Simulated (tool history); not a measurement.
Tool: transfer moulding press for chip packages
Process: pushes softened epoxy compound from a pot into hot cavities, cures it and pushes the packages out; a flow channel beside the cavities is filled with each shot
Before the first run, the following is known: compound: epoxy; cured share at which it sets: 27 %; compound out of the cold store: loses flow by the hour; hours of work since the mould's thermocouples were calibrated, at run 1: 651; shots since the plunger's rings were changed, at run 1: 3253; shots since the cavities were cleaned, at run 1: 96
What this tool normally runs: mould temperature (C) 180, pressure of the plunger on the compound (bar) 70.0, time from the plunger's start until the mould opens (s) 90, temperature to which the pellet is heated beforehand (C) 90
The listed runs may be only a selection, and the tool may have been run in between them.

run	hour	mould temperature (C)	pressure of the plunger on the compound (bar)	time from the plunger's start until the mould opens (s)	temperature to which the pellet is heated beforehand (C)	hours of work since the mould's thermocouples were calibrated	shots since the plunger's rings were changed	shots since the cavities were cleaned	incoming compound's hours out of the cold store	length that the compound runs in the flow channel (mm)	greatest force on the pins that push the packages out (N)
1	0.0	180	70.0	90	90	651	3253	96	16.1	938	591
# hour 19.1: plunger's sealing rings changed
# hour 43.5: cavities cleaned with cleaning compound and waxed
2	44.7	180	70.0	90	85	683	351	18	21.7	949	507
# hour 89.3: cavities cleaned with cleaning compound and waxed
3	109.8	180	70.0	90	85	733	1275	297	23.0	937	716
# hour 133.9: cavities cleaned with cleaning compound and waxed
4	165.8	180	70.0	90	90	775	2070	464	12.6	956	800
# hour 180.3: cavities cleaned with cleaning compound and waxed
# hour 195.2: mould's thermocouples calibrated
# hour 228.6: cavities cleaned with cleaning compound and waxed
5	228.6	180	70.0	90	90	25	2910	0	25.0	925	530
6	261.8	180	70.0	90	90	51	3393	483	34.8	899	889
# hour 270.4: plunger's sealing rings changed
# hour 276.8: cavities cleaned with cleaning compound and waxed
# hour 323.6: cavities cleaned with cleaning compound and waxed
7	331.8	180	70.0	119	90	101	850	120	31.3	923	521
# hour 367.3: cavities cleaned with cleaning compound and waxed
8	403.4	180	70.0	90	90	156	1869	524	39.4	895	919
# hour 411.6: cavities cleaned with cleaning compound and waxed
# hour 455.2: cavities cleaned with cleaning compound and waxed
9	466.5	180	70.0	90	90	203	2744	164	22.5	930	726
# hour 503.4: cavities cleaned with cleaning compound and waxed
# hour 523.2: plunger's sealing rings changed
10	534.2	180	70.0	90	90	253	160	412	37.5	915	818
# hour 549.8: cavities cleaned with cleaning compound and waxed
11	569.2	180	70.0	90	90	279	648	282	16.3	966	723
# hour 594.4: cavities cleaned with cleaning compound and waxed
12	622.0	179	70.0	90	90	319	1395	402	17.3	960	915
# hour 643.7: cavities cleaned with cleaning compound and waxed
13	670.0	180	70.0	90	90	355	2071	384	32.1	910	772
# hour 691.7: cavities cleaned with cleaning compound and waxed
14	710.3	180	70.0	90	90	386	2636	271	21.7	936	744
# hour 735.6: cavities cleaned with cleaning compound and waxed
# hour 771.3: plunger's sealing rings changed
# hour 783.2: cavities cleaned with cleaning compound and waxed
15	788.8	180	70.0	90	90	443	234	82	15.2	971	590
# hour 828.0: cavities cleaned with cleaning compound and waxed
16	837.6	181	61.0	129	83	480	921	139	28.7	861	519
# hour 874.9: cavities cleaned with cleaning compound and waxed
17	886.7	184	67.9	129	93	517	1614	172	47.0	845	500
# hour 920.1: cavities cleaned with cleaning compound and waxed
18	950.7	178	71.4	129	93	566	2524	445	23.4	942	684
# hour 963.8: cavities cleaned with cleaning compound and waxed
19	995.7	180	70.3	90	97	600	3156	463	25.6	914	812
# hour 1010.2: cavities cleaned with cleaning compound and waxed
# hour 1019.9: plunger's sealing rings changed
20	1039.2	180	57.2	90	97	631	281	386	17.0	866	821
# hour 1057.1: cavities cleaned with cleaning compound and waxed
21	1084.0	175	71.0	102	90	665	910	391	44.0	918	873
# hour 1102.6: cavities cleaned with cleaning compound and waxed
# hour 1148.2: cavities cleaned with cleaning compound and waxed
22	1158.9	175	55.2	102	93	721	1956	154	26.7	838	694
# hour 1197.0: cavities cleaned with cleaning compound and waxed
23	1199.6	177	70.0	94	90	751	2527	38	46.2	881	552
# hour 1240.5: cavities cleaned with cleaning compound and waxed
24	1240.5	177	70.0	110	99	782	3101	0	26.3	920	439
# hour 1260.2: mould's thermocouples calibrated
# hour 1270.6: plunger's sealing rings changed
25	1283.8	177	70.0	110	99	17	194	565	43.3	916	808
# hour 1292.4: cavities cleaned with cleaning compound and waxed
26	1327.3	177	70.0	110	99	49	804	508	29.5	942	800

Here are 3 independent what-if runs from the current tool condition. What would each one return?
# hour 1337.6: cavities cleaned with cleaning compound and waxed
A	1375.7	182	70.0	89	99	86	1487	554	45.1	?	?
# hour 1337.6: cavities cleaned with cleaning compound and waxed
B	1375.7	185	70.0	90	90	86	1487	554	12.5	?	?
# hour 1337.6: cavities cleaned with cleaning compound and waxed
C	1375.7	177	85.3	88	99	86	1487	554	40.4	?	?

run	length that the compound runs in the flow channel (mm)	greatest force on the pins that push the packages out (N)
A	876	771
B	948	758
C	1004	1001
With no hidden state in the tool, these same runs would have given:
run	length that the compound runs in the flow channel (mm)	greatest force on the pins that push the packages out (N)
A	889	447
B	962	435
C	1019	591

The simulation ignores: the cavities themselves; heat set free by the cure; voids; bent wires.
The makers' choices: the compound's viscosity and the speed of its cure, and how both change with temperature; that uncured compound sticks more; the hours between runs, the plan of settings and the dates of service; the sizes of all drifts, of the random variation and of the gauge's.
